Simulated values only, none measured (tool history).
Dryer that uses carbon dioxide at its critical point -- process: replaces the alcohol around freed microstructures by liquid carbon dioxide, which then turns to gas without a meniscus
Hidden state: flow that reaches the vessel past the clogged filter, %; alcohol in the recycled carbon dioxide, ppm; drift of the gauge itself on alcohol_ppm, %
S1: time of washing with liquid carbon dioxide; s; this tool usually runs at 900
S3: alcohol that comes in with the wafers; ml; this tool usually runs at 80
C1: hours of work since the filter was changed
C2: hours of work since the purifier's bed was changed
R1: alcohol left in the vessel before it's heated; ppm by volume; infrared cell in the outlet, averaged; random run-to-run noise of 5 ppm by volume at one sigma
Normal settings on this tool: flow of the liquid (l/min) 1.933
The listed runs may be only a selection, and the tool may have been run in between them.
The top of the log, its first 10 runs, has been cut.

{"run": 11, "hour": 147.0, "S1": 900, "flow of the liquid (l/min)": 1.42, "S3": 80, "C1": 232, "C2": 589, "R1": 343}
{"run": 12, "hour": 162.6, "S1": 900, "flow of the liquid (l/min)": 1.42, "S3": 80, "C1": 241, "C2": 598, "R1": 351}
{"run": 13, "hour": 180.5, "S1": 900, "flow of the liquid (l/min)": 1.42, "S3": 80, "C1": 251, "C2": 608, "R1": 352}
{"run": 14, "hour": 196.0, "S1": 900, "flow of the liquid (l/min)": 2.3, "S3": 80, "C1": 260, "C2": 617, "R1": 65}
{"run": 15, "hour": 204.8, "S1": 900, "flow of the liquid (l/min)": 2.3, "S3": 80, "C1": 265, "C2": 622, "R1": 60}
{"run": 16, "hour": 224.8, "S1": 900, "flow of the liquid (l/min)": 2.3, "S3": 80, "C1": 277, "C2": 634, "R1": 70}
{"run": 17, "hour": 233.8, "S1": 1320, "flow of the liquid (l/min)": 2.54, "S3": 69, "C1": 282, "C2": 639, "R1": 40}
{"run": 18, "hour": 242.6, "S1": 900, "flow of the liquid (l/min)": 1.933, "S3": 26, "C1": 287, "C2": 644, "R1": 65}
{"run": 19, "hour": 258.4, "S1": 720, "flow of the liquid (l/min)": 2.97, "S3": 100, "C1": 296, "C2": 653, "R1": 75}
{"run": 20, "hour": 269.1, "S1": 840, "flow of the liquid (l/min)": 1.99, "S3": 110, "C1": 302, "C2": 660, "R1": 183}
{"run": 21, "hour": 286.8, "S1": 840, "flow of the liquid (l/min)": 1.99, "S3": 110, "C1": 312, "C2": 670, "R1": 183}
{"run": 22, "hour": 307.5, "S1": 840, "flow of the liquid (l/min)": 1.99, "S3": 110, "C1": 324, "C2": 682, "R1": 204}
{"run": 23, "hour": 319.3, "S1": 1140, "flow of the liquid (l/min)": 1.46, "S3": 25, "C1": 331, "C2": 688, "R1": 74}
{"run": 24, "hour": 334.2, "S1": 1140, "flow of the liquid (l/min)": 1.63, "S3": 94, "C1": 340, "C2": 697, "R1": 114}
{"run": 25, "hour": 353.2, "S1": 960, "flow of the liquid (l/min)": 2.22, "S3": 21, "C1": 351, "C2": 708, "R1": 40}
{"run": 26, "hour": 362.1, "S1": 1200, "flow of the liquid (l/min)": 3.01, "S3": 80, "C1": 356, "C2": 713, "R1": 49}
{"run": 27, "hour": 383.2, "S1": 1200, "flow of the liquid (l/min)": 3.01, "S3": 80, "C1": 368, "C2": 725, "R1": 36}
{"run": 28, "hour": 404.3, "S1": 1200, "flow of the liquid (l/min)": 3.01, "S3": 80, "C1": 380, "C2": 737, "R1": 45}
{"run": 29, "hour": 414.9, "S1": 1200, "flow of the liquid (l/min)": 3.01, "S3": 80, "C1": 386, "C2": 744, "R1": 39}
{"run": 30, "hour": 427.4, "S1": 900, "flow of the liquid (l/min)": 3.01, "S3": 80, "C1": 393, "C2": 751, "R1": 53}
{"run": 31, "hour": 440.7, "S1": 900, "flow of the liquid (l/min)": 1.92, "S3": 52, "C1": 401, "C2": 758, "R1": 121}

3 options for the next run, each taken on its own from the tool as it stands now. Forecast them:
{"run": "A", "hour": 453.2, "S1": 1020, "flow of the liquid (l/min)": 2.4, "S3": 52, "C1": 408, "C2": 766, "R1": "?"}
{"run": "B", "hour": 453.2, "S1": 900, "flow of the liquid (l/min)": 1.92, "S3": 48, "C1": 408, "C2": 766, "R1": "?"}
{"run": "C", "hour": 453.2, "S1": 720, "flow of the liquid (l/min)": 1.89, "S3": 54, "C1": 408, "C2": 766, "R1": "?"}

run=A R1=57
run=B R1=114
run=C R1=270
What these runs would have given with no unlogged condition in the tool:
run=A R1=7
run=B R1=25
run=C R1=105
